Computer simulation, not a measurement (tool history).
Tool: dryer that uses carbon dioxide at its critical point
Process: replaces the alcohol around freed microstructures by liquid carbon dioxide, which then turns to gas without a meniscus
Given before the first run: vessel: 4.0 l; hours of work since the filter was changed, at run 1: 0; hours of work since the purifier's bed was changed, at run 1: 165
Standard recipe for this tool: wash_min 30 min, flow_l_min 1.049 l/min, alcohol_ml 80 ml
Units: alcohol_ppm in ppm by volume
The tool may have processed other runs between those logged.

run,hour,wash_min,flow_l_min,alcohol_ml,hours of work since the filter was changed,hours of work since the purifier's bed was changed,alcohol_ppm
1,0.0,30,1.049,80,0,165,55
2,14.6,27,1.049,80,5,170,66
3,22.3,27,1.049,80,8,173,86
4,31.8,27,1.049,80,11,176,85
5,46.5,27,1.049,80,16,181,85
6,61.6,27,1.049,80,21,186,81
7,69.0,27,1.049,80,23,189,84
8,83.8,30,1.049,80,28,194,62
9,93.7,30,1.049,80,32,197,70
10,106.4,30,1.049,80,36,201,64
11,115.0,30,1.049,80,39,204,66
12,128.4,19,1.049,80,43,209,318
13,138.0,19,1.049,80,47,212,319
14,145.4,30,1.049,23,49,214,54
15,159.8,30,1.049,23,54,219,57
16,172.7,30,1.049,23,58,224,65
17,186.2,33,1.049,73,63,228,70
18,198.1,33,1.049,73,67,232,66
19,213.5,19,0.920,39,72,237,297
20,222.4,19,0.920,39,75,240,311
21,231.0,19,0.920,39,78,243,292
22,243.1,19,0.920,39,82,247,304
23,257.3,19,0.920,39,87,252,317
24,264.5,19,0.920,39,89,255,315
25,276.4,19,0.920,39,93,259,305
26,289.7,21,0.670,115,98,263,1646
27,304.8,21,0.670,115,103,268,1669
28,316.5,21,0.670,103,107,272,1592

Run by run, hidden condition taken away, random variation retained:
The hidden state here: flow that reaches the vessel past the clogged filter, %; alcohol in the recycled carbon dioxide, ppm; drift of the gauge itself on alcohol_ppm, %.
run,alcohol_ppm
1,21
2,30
3,48
4,46
5,44
6,37
7,39
8,19
9,25
10,17
11,19
12,232
13,230
14,9
15,10
16,16
17,19
18,13
19,198
20,206
21,186
22,192
23,200
24,199
25,184
26,1228
27,1232
28,1160
